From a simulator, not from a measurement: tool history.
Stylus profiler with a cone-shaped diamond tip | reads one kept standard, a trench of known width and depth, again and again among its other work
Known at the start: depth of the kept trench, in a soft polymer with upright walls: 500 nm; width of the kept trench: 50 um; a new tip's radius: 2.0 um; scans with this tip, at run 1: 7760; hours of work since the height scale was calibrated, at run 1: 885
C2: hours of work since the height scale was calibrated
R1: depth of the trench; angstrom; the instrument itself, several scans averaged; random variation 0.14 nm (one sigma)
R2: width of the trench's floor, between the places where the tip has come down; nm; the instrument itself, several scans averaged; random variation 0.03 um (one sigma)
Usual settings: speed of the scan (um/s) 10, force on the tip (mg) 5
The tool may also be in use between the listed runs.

Run 1, hour 0: usual settings; scans with this tip 7760; C2 885. Result: R1 5138.3 angstrom, R2 47250 nm.
Run 2, hour 40.4: usual settings; scans with this tip 7874; C2 913. Result: R1 5139.1 angstrom, R2 47360 nm.
Run 3, hour 85.6: usual settings; scans with this tip 8001; C2 943. Result: R1 5140.3 angstrom, R2 47330 nm.
At hour 91.6: height scale calibrated on a step standard.
Run 4, hour 138.7: usual settings; scans with this tip 8148; C2 32. Result: R1 5137.9 angstrom, R2 47340 nm.
Run 5, hour 192.7: usual settings but force on the tip (mg) 10.98; scans with this tip 8300; C2 69. Result: R1 5233.5 angstrom, R2 47350 nm.
Run 6, hour 239.8: usual settings but force on the tip (mg) 4.53; scans with this tip 8432; C2 101. Result: R1 5131.5 angstrom, R2 47390 nm.
Run 7, hour 287.7: usual settings but force on the tip (mg) 4.53; scans with this tip 8567; C2 134. Result: R1 5133.4 angstrom, R2 47320 nm.
Run 8, hour 368: usual settings but force on the tip (mg) 4.53; scans with this tip 8792; C2 189. Result: R1 5130.2 angstrom, R2 47360 nm.
Run 9, hour 413.2: usual settings but force on the tip (mg) 4.53; scans with this tip 8919; C2 220. Result: R1 5129.1 angstrom, R2 47290 nm.
Run 10, hour 504.9: usual settings; scans with this tip 9177; C2 282. Result: R1 5139.2 angstrom, R2 47320 nm.
Run 11, hour 581.5: usual settings; scans with this tip 9392; C2 335. Result: R1 5139.9 angstrom, R2 47310 nm.
Run 12, hour 639.1: usual settings; scans with this tip 9554; C2 374. Result: R1 5141.9 angstrom, R2 47340 nm.
Run 13, hour 715.2: usual settings; scans with this tip 9768; C2 426. Result: R1 5140.1 angstrom, R2 47290 nm.
Run 14, hour 803.3: usual settings; scans with this tip 10015; C2 486. Result: R1 5136.5 angstrom, R2 47270 nm.
Run 15, hour 866.6: usual settings; scans with this tip 10193; C2 530. Result: R1 5139.1 angstrom, R2 47290 nm.
Run 16, hour 929.3: usual settings but speed of the scan (um/s) 25, force on the tip (mg) 10.65; scans with this tip 10369; C2 573. Result: R1 5228.1 angstrom, R2 47290 nm.
Run 17, hour 988.2: usual settings but force on the tip (mg) 3.89; scans with this tip 10534; C2 613. Result: R1 5117 angstrom, R2 47320 nm.
Run 18, hour 1055.8: usual settings but force on the tip (mg) 10.76; scans with this tip 10724; C2 659. Result: R1 5233.8 angstrom, R2 47350 nm.
Run 19, hour 1115.2: usual settings but speed of the scan (um/s) 6, force on the tip (mg) 10.76; scans with this tip 10891; C2 700. Result: R1 5232.7 angstrom, R2 47280 nm.
Run 20, hour 1185.4: usual settings but speed of the scan (um/s) 6, force on the tip (mg) 10.76; scans with this tip 11088; C2 748. Result: R1 5233.7 angstrom, R2 47320 nm.
Run 21, hour 1260.6: usual settings but speed of the scan (um/s) 2; scans with this tip 11299; C2 799. Result: R1 5138.1 angstrom, R2 47360 nm.
Run 22, hour 1336.9: usual settings but speed of the scan (um/s) 2; scans with this tip 11514; C2 851. Result: R1 5140.3 angstrom, R2 47380 nm.
Run 23, hour 1398.3: usual settings but speed of the scan (um/s) 27, force on the tip (mg) 10.65; scans with this tip 11686; C2 893. Result: R1 5229.5 angstrom, R2 47310 nm.
At hour 1476.5: height scale calibrated on a step standard.
Run 24, hour 1476.5: usual settings but speed of the scan (um/s) 4, force on the tip (mg) 9.78; scans with this tip 11904; C2 0. Result: R1 5216.6 angstrom, R2 47310 nm.
Run 25, hour 1567: usual settings but speed of the scan (um/s) 9, force on the tip (mg) 3.61; scans with this tip 12158; C2 62. Result: R1 5109.3 angstrom, R2 47340 nm.

3 ways to go on from here, each from the tool as it stands after run 25. What would each give?
Run A, hour 1626: usual settings but speed of the scan (um/s) 22, force on the tip (mg) 3.61; scans with this tip 12324; C2 102. Result: R1 ?, R2 ?.
Run B, hour 1626: usual settings but speed of the scan (um/s) 3, force on the tip (mg) 1.71; scans with this tip 12324; C2 102. Result: R1 ?, R2 ?.
Run C, hour 1626: usual settings but speed of the scan (um/s) 5, force on the tip (mg) 8.95; scans with this tip 12324; C2 102. Result: R1 ?, R2 ?.

run      R1     R2
  A  5113.6  47270
  B  5068.5  47310
  C  5204.2  47290
Without the tool's hidden state the same runs would have given:
run      R1     R2
  A  5113.6  47280
  B  5068.5  47320
  C  5204.2  47310
